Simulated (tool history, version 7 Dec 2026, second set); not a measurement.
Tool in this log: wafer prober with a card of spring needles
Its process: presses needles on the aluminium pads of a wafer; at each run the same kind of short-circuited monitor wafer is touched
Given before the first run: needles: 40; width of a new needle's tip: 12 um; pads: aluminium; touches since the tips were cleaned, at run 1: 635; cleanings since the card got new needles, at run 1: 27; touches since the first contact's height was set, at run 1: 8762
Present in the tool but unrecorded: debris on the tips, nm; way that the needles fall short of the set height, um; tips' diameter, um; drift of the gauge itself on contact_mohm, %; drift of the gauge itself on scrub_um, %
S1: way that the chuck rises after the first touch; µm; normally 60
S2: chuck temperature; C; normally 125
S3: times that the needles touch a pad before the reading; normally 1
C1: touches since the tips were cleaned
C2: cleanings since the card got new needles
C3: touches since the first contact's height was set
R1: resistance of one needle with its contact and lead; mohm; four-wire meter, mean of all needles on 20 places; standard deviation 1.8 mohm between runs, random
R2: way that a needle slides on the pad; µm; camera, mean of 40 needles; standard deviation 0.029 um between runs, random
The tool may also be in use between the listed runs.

run 1 hour=0.0 | S1=60 S2=125 S3=1 | C1=635 C2=27 C3=8762 | R1=187 R2=12.14
-- hour=21.5 tips cleaned on abrasive film
run 2 hour=23.1 | S1=60 S2=125 S3=1 | C1=570 C2=28 C3=17134 | R1=187 R2=12.23
run 3 hour=43.2 | S1=52 S2=125 S3=1 | C1=7877 C2=28 C3=24441 | R1=190 R2=10.53
-- hour=45.8 tips cleaned on abrasive film
-- hour=70.9 tips cleaned on abrasive film
run 4 hour=78.2 | S1=52 S2=125 S3=1 | C1=2664 C2=30 C3=37137 | R1=190 R2=10.60
-- hour=94.6 tips cleaned on abrasive film
run 5 hour=107.2 | S1=52 S2=125 S3=1 | C1=4599 C2=31 C3=47661 | R1=190 R2=10.59
-- hour=117.3 tips cleaned on abrasive film
run 6 hour=134.1 | S1=52 S2=125 S3=1 | C1=6097 C2=32 C3=57392 | R1=190 R2=10.59
-- hour=139.8 tips cleaned on abrasive film
run 7 hour=160.2 | S1=60 S2=125 S3=2 | C1=7439 C2=33 C3=66866 | R1=187 R2=12.22
-- hour=162.4 tips cleaned on abrasive film
-- hour=187.7 tips cleaned on abrasive film
run 8 hour=190.0 | S1=60 S2=125 S3=1 | C1=834 C2=35 C3=77633 | R1=188 R2=12.23
-- hour=211.0 tips cleaned on abrasive film
run 9 hour=215.5 | S1=60 S2=125 S3=1 | C1=1660 C2=36 C3=86899 | R1=188 R2=12.26
-- hour=234.4 tips cleaned on abrasive film
run 10 hour=245.9 | S1=60 S2=125 S3=1 | C1=4200 C2=37 C3=97934 | R1=187 R2=12.24
-- hour=258.3 tips cleaned on abrasive film
run 11 hour=261.6 | S1=60 S2=125 S3=1 | C1=1206 C2=38 C3=103617 | R1=188 R2=12.29
-- hour=283.3 tips cleaned on abrasive film
run 12 hour=284.4 | S1=60 S2=125 S3=1 | C1=421 C2=39 C3=111874 | R1=185 R2=12.27
-- hour=307.3 tips cleaned on abrasive film
run 13 hour=309.6 | S1=60 S2=125 S3=1 | C1=850 C2=40 C3=121009 | R1=185 R2=12.28
-- hour=330.4 tips cleaned on abrasive film
run 14 hour=338.4 | S1=60 S2=125 S3=1 | C1=2923 C2=41 C3=131454 | R1=184 R2=12.28
-- hour=354.9 tips cleaned on abrasive film
run 15 hour=370.5 | S1=60 S2=125 S3=1 | C1=5666 C2=42 C3=143098 | R1=188 R2=12.29
-- hour=378.4 tips cleaned on abrasive film
-- hour=401.6 tips cleaned on abrasive film
run 16 hour=406.5 | S1=60 S2=125 S3=1 | C1=1800 C2=44 C3=156153 | R1=186 R2=12.22
-- hour=424.2 tips cleaned on abrasive film
run 17 hour=428.2 | S1=60 S2=125 S3=1 | C1=1467 C2=45 C3=164006 | R1=188 R2=12.28
-- hour=447.1 tips cleaned on abrasive film
run 18 hour=459.1 | S1=60 S2=125 S3=1 | C1=4375 C2=46 C3=175222 | R1=189 R2=12.32
-- hour=470.4 tips cleaned on abrasive film
run 19 hour=476.9 | S1=51 S2=32 S3=1 | C1=2383 C2=47 C3=181675 | R1=172 R2=10.48
-- hour=494.6 tips cleaned on abrasive film
run 20 hour=497.7 | S1=48 S2=46 S3=2 | C1=1136 C2=48 C3=189199 | R1=175 R2=9.86

What does the tool deliver on the next run?
-- hour=518.6 tips cleaned on abrasive film
run 21 hour=524.0 | S1=48 S2=46 S3=2 | C1=1940 C2=49 C3=198726 | R1=? R2=?

{"run 21": {"R1": 176, "R2": 9.87}}
With the hidden condition absent and the run-to-run variation left alone, this run would have shown R1 176 mohm, R2 9.76 µm.

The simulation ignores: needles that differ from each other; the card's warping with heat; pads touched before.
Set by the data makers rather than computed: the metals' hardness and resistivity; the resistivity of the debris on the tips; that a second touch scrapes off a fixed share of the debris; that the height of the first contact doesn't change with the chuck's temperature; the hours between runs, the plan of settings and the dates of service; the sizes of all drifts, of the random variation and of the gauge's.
